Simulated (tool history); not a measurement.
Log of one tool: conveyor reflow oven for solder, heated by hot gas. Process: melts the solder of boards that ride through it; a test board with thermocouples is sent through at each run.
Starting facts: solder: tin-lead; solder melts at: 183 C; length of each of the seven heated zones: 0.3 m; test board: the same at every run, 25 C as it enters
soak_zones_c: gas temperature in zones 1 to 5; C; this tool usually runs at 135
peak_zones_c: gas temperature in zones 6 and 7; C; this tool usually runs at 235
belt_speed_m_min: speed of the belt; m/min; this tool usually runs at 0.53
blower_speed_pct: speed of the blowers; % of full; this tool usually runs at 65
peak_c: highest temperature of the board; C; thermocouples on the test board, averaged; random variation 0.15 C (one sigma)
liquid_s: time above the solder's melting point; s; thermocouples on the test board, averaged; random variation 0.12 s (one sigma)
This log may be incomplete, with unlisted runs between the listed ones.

| run | hour | soak_zones_c | peak_zones_c | belt_speed_m_min | blower_speed_pct | peak_c | liquid_s |
|---|---|---|---|---|---|---|---|
| 1 | 0 | 135 | 235 | 0.53 | 65 | 218.2 | 50.8 |
| 2 | 28.6 | 135 | 235 | 0.53 | 65 | 217.8 | 50.6 |
| 3 | 43.7 | 135 | 235 | 0.53 | 86 | 221.6 | 53.7 |
| 4 | 75.8 | 135 | 235 | 0.53 | 86 | 221.7 | 53.7 |
| 5 | 97.4 | 135 | 235 | 0.53 | 86 | 221.4 | 53.7 |
| 6 | 128 | 135 | 235 | 0.53 | 86 | 221.5 | 53.4 |
| 7 | 145.1 | 135 | 235 | 0.53 | 65 | 217.7 | 50.7 |
| 8 | 175.9 | 135 | 235 | 0.53 | 65 | 217.7 | 50.7 |
| 9 | 194.3 | 135 | 235 | 0.617 | 65 | 212.3 | 38.9 |
| 10 | 215 | 135 | 235 | 0.617 | 65 | 212 | 38.8 |
|  | 237.3 | flux residue cleaned out of gas plates and filters |
| 11 | 248.5 | 135 | 238 | 0.617 | 65 | 213 | 39.6 |
| 12 | 279.7 | 135 | 238 | 0.617 | 65 | 213.1 | 39.6 |
| 13 | 302.6 | 135 | 239 | 0.53 | 65 | 219.6 | 51.9 |
| 14 | 329.9 | 135 | 239 | 0.53 | 65 | 219.8 | 51.9 |
| 15 | 346.7 | 135 | 235 | 0.53 | 65 | 216.3 | 49.5 |
| 16 | 361.2 | 135 | 235 | 0.441 | 65 | 221.9 | 65.4 |
|  | 382.1 | flux residue cleaned out of gas plates and filters, once more |
| 17 | 385.1 | 135 | 235 | 0.441 | 65 | 224.2 | 67.2 |
| 18 | 410.6 | 149 | 240 | 0.447 | 81 | 232.2 | 75.6 |
| 19 | 430.6 | 130 | 229 | 0.53 | 65 | 212.7 | 46 |
| 20 | 448.3 | 130 | 229 | 0.53 | 65 | 212.8 | 45.9 |
|  | 466.8 | belt drive overhauled, speed set with a stopwatch |
| 21 | 481.7 | 140 | 235 | 0.53 | 64 | 219.1 | 52.3 |
| 22 | 496 | 140 | 235 | 0.53 | 68 | 220 | 53.1 |
| 23 | 512.1 | 147 | 245 | 0.491 | 61 | 230.9 | 66 |
| 24 | 529.4 | 124 | 223 | 0.53 | 61 | 204.9 | 36.6 |
| 25 | 551.4 | 149 | 242 | 0.558 | 65 | 225.1 | 55.9 |
| 26 | 565.3 | 149 | 242 | 0.558 | 65 | 225.2 | 55.9 |
| 27 | 588.7 | 144 | 235 | 0.53 | 65 | 219.7 | 54 |
| 28 | 609 | 139 | 243 | 0.437 | 70 | 232.5 | 72.8 |
| 29 | 635.7 | 139 | 243 | 0.437 | 70 | 232.7 | 72.6 |
| 30 | 658.2 | 139 | 243 | 0.437 | 70 | 232.6 | 72.9 |

Below are 5 alternative next runs, each starting from the tool's condition after run 30. Predict each:
| A | 677.9 | 135 | 241 | 0.595 | 63 | ? | ? |
| B | 677.9 | 139 | 227 | 0.437 | 70 | ? | ? |
| C | 677.9 | 135 | 232 | 0.53 | 65 | ? | ? |
| D | 677.9 | 142 | 235 | 0.542 | 70 | ? | ? |
| E | 677.9 | 139 | 247 | 0.437 | 52 | ? | ? |

| run | peak_c | liquid_s |
|---|---|---|
| A | 218.4 | 44.1 |
| B | 217.7 | 63.9 |
| C | 215.3 | 48.6 |
| D | 219.6 | 52.5 |
| E | 232.3 | 72.5 |
Had the tool no hidden state, the same runs would have come out as:
| run | peak_c | liquid_s |
|---|---|---|
| A | 219 | 44.6 |
| B | 217.8 | 64.2 |
| C | 215.6 | 49.1 |
| D | 219.9 | 52.9 |
| E | 232.4 | 72.7 |
